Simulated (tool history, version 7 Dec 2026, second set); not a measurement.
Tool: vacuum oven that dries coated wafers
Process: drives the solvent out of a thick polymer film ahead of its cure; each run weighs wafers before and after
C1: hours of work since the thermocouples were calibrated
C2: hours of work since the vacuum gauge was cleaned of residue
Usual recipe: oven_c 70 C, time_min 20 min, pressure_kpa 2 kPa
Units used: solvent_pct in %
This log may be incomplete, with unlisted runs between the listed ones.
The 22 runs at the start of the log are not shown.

Run 23, hour 333.9: usual settings; C1 115; C2 467. Result: solvent_pct 3.66 %.
Run 24, hour 345.3: usual settings; C1 120; C2 472. Result: solvent_pct 3.65 %.
Run 25, hour 365.9: usual settings but pressure_kpa 1.97 kPa; C1 128; C2 480. Result: solvent_pct 3.6 %.
Run 26, hour 377.1: usual settings but oven_c 64 C, pressure_kpa 1.24 kPa; C1 133; C2 485. Result: solvent_pct 5.46 %.
Run 27, hour 394.2: usual settings but time_min 18 min; C1 140; C2 492. Result: solvent_pct 4.04 %.
Run 28, hour 407.5: usual settings but time_min 18 min; C1 146; C2 498. Result: solvent_pct 4.03 %.
Run 29, hour 427.9: usual settings but time_min 18 min; C1 155; C2 507. Result: solvent_pct 4.08 %.
Run 30, hour 444.7: usual settings but oven_c 83 C, time_min 15 min, pressure_kpa 1.65 kPa; C1 162; C2 514. Result: solvent_pct 1.16 %.
Run 31, hour 457.9: usual settings but oven_c 83 C, time_min 15 min, pressure_kpa 1.65 kPa; C1 167; C2 519. Result: solvent_pct 1.12 %.
Run 32, hour 473.4: usual settings but oven_c 81 C, time_min 10 min, pressure_kpa 7.2 kPa; C1 174; C2 526. Result: solvent_pct 4.86 %.
Run 33, hour 487.3: usual settings but oven_c 81 C, time_min 10 min, pressure_kpa 7.2 kPa; C1 180; C2 532. Result: solvent_pct 4.89 %.
Run 34, hour 507.1: usual settings but oven_c 55 C, time_min 15 min, pressure_kpa 7.94 kPa; C1 188; C2 540. Result: solvent_pct 14.65 %.
Run 35, hour 526.3: usual settings but oven_c 55 C, time_min 15 min, pressure_kpa 7.94 kPa; C1 196; C2 548. Result: solvent_pct 14.56 %.
Run 36, hour 536.8: usual settings but oven_c 55 C, time_min 15 min, pressure_kpa 7.94 kPa; C1 201; C2 553. Result: solvent_pct 14.76 %.
Run 37, hour 559: usual settings but oven_c 62 C, time_min 12 min; C1 210; C2 562. Result: solvent_pct 9.09 %.
Run 38, hour 579.1: usual settings but oven_c 72 C, time_min 12 min; C1 219; C2 571. Result: solvent_pct 5.05 %.
Run 39, hour 599.2: usual settings but oven_c 58 C, time_min 15 min; C1 227; C2 579. Result: solvent_pct 9.61 %.
Run 40, hour 621.9: usual settings but oven_c 65 C, pressure_kpa 1.78 kPa; C1 237; C2 589. Result: solvent_pct 5.37 %.
Run 41, hour 643.6: usual settings but oven_c 65 C, pressure_kpa 1.78 kPa; C1 246; C2 598. Result: solvent_pct 5.32 %.

Estimate the outcome of run 42 from the log above:
Run 42, hour 657.7: usual settings but oven_c 67 C, pressure_kpa 1.15 kPa; C1 252; C2 604. Result: solvent_pct ?.

solvent_pct: 4.11 %
With the hidden condition absent and the run-to-run variation left alone, this run would have shown solvent_pct 4.15 %.

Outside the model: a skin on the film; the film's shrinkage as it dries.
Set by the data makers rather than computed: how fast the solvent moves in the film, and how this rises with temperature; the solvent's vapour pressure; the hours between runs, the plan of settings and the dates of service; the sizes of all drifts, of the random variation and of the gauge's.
